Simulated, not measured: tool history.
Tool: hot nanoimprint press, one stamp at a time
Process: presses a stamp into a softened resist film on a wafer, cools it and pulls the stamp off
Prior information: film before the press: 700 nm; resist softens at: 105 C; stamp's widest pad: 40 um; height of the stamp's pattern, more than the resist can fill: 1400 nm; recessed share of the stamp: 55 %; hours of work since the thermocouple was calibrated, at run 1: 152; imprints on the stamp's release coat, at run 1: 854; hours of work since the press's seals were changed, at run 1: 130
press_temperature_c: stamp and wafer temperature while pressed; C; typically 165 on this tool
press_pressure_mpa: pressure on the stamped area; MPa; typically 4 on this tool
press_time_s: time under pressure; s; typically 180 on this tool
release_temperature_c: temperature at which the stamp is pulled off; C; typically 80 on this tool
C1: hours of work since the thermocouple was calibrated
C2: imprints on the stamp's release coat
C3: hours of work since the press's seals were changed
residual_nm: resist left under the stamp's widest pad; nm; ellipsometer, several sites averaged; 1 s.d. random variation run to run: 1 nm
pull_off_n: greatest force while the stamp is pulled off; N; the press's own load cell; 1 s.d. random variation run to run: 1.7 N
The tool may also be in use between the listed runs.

run 1 hour=0 | press_temperature_c=165 press_pressure_mpa=4 press_time_s=180 release_temperature_c=80 | C1=152 C2=854 C3=130 | residual_nm=337.2 pull_off_n=124
run 2 hour=6.5 | press_temperature_c=159 press_pressure_mpa=4 press_time_s=180 release_temperature_c=80 | C1=155 C2=873 C3=133 | residual_nm=403.8 pull_off_n=132
run 3 hour=12.4 | press_temperature_c=159 press_pressure_mpa=4 press_time_s=180 release_temperature_c=80 | C1=157 C2=890 C3=136 | residual_nm=405.1 pull_off_n=132
run 4 hour=20.2 | press_temperature_c=165 press_pressure_mpa=4 press_time_s=180 release_temperature_c=83 | C1=161 C2=913 C3=140 | residual_nm=336.7 pull_off_n=121
run 5 hour=27.7 | press_temperature_c=165 press_pressure_mpa=4 press_time_s=180 release_temperature_c=80 | C1=164 C2=935 C3=143 | residual_nm=336.9 pull_off_n=132
run 6 hour=34 | press_temperature_c=165 press_pressure_mpa=2.58 press_time_s=180 release_temperature_c=80 | C1=167 C2=953 C3=146 | residual_nm=414.1 pull_off_n=134
run 7 hour=39.5 | press_temperature_c=165 press_pressure_mpa=2.58 press_time_s=180 release_temperature_c=80 | C1=170 C2=969 C3=149 | residual_nm=413.1 pull_off_n=131
run 8 hour=44.1 | press_temperature_c=165 press_pressure_mpa=4 press_time_s=180 release_temperature_c=80 | C1=172 C2=983 C3=151 | residual_nm=338.5 pull_off_n=135
run 9 hour=50.2 | press_temperature_c=156 press_pressure_mpa=4 press_time_s=180 release_temperature_c=80 | C1=175 C2=1001 C3=153 | residual_nm=442.5 pull_off_n=135
run 10 hour=57.8 | press_temperature_c=156 press_pressure_mpa=4 press_time_s=180 release_temperature_c=80 | C1=178 C2=1023 C3=157 | residual_nm=442.1 pull_off_n=139
-- hour=70.4 stamp cleaned and given a new release coat
run 11 hour=72.8 | press_temperature_c=165 press_pressure_mpa=3.05 press_time_s=180 release_temperature_c=82 | C1=182 C2=7 C3=161 | residual_nm=384.3 pull_off_n=104
run 12 hour=77.2 | press_temperature_c=165 press_pressure_mpa=3.28 press_time_s=184 release_temperature_c=80 | C1=184 C2=20 C3=163 | residual_nm=368.1 pull_off_n=107
run 13 hour=83.2 | press_temperature_c=171 press_pressure_mpa=4 press_time_s=180 release_temperature_c=80 | C1=187 C2=38 C3=166 | residual_nm=281.1 pull_off_n=112
run 14 hour=91.1 | press_temperature_c=171 press_pressure_mpa=4 press_time_s=180 release_temperature_c=80 | C1=191 C2=61 C3=170 | residual_nm=282.1 pull_off_n=113
run 15 hour=95.5 | press_temperature_c=160 press_pressure_mpa=4 press_time_s=100 release_temperature_c=85 | C1=193 C2=74 C3=172 | residual_nm=465.1 pull_off_n=97
run 16 hour=100.1 | press_temperature_c=165 press_pressure_mpa=4 press_time_s=180 release_temperature_c=82 | C1=195 C2=87 C3=174 | residual_nm=338.1 pull_off_n=108
run 17 hour=108.9 | press_temperature_c=175 press_pressure_mpa=4 press_time_s=234 release_temperature_c=80 | C1=199 C2=113 C3=178 | residual_nm=226.6 pull_off_n=112
run 18 hour=117 | press_temperature_c=165 press_pressure_mpa=4.51 press_time_s=180 release_temperature_c=84 | C1=202 C2=136 C3=181 | residual_nm=320.7 pull_off_n=103
run 19 hour=124.6 | press_temperature_c=158 press_pressure_mpa=4.51 press_time_s=138 release_temperature_c=84 | C1=206 C2=158 C3=185 | residual_nm=429.2 pull_off_n=103
run 20 hour=129.9 | press_temperature_c=158 press_pressure_mpa=4.51 press_time_s=138 release_temperature_c=84 | C1=208 C2=174 C3=187 | residual_nm=429.8 pull_off_n=102

Here are 5 independent what-if runs from the current tool condition. What would each one return?
run A hour=137.3 | press_temperature_c=169 press_pressure_mpa=4.8 press_time_s=134 release_temperature_c=80 | C1=212 C2=196 C3=191 | residual_nm=? pull_off_n=?
run B hour=137.3 | press_temperature_c=158 press_pressure_mpa=4.51 press_time_s=158 release_temperature_c=84 | C1=212 C2=196 C3=191 | residual_nm=? pull_off_n=?
run C hour=137.3 | press_temperature_c=164 press_pressure_mpa=5.19 press_time_s=115 release_temperature_c=80 | C1=212 C2=196 C3=191 | residual_nm=? pull_off_n=?
run D hour=137.3 | press_temperature_c=165 press_pressure_mpa=2.73 press_time_s=180 release_temperature_c=80 | C1=212 C2=196 C3=191 | residual_nm=? pull_off_n=?
run E hour=137.3 | press_temperature_c=154 press_pressure_mpa=3.15 press_time_s=97 release_temperature_c=80 | C1=212 C2=196 C3=191 | residual_nm=? pull_off_n=?

run=A residual_nm=304.1 pull_off_n=117
run=B residual_nm=414.4 pull_off_n=102
run=C residual_nm=357.6 pull_off_n=116
run=D residual_nm=404.4 pull_off_n=117
run=E residual_nm=574.9 pull_off_n=114
The same runs, with their run-to-run variation unchanged, on a tool lacking any hidden condition would have given:
run=A residual_nm=298 pull_off_n=111
run=B residual_nm=406.9 pull_off_n=97
run=C residual_nm=350.4 pull_off_n=110
run=D residual_nm=398.3 pull_off_n=111
run=E residual_nm=569.5 pull_off_n=109
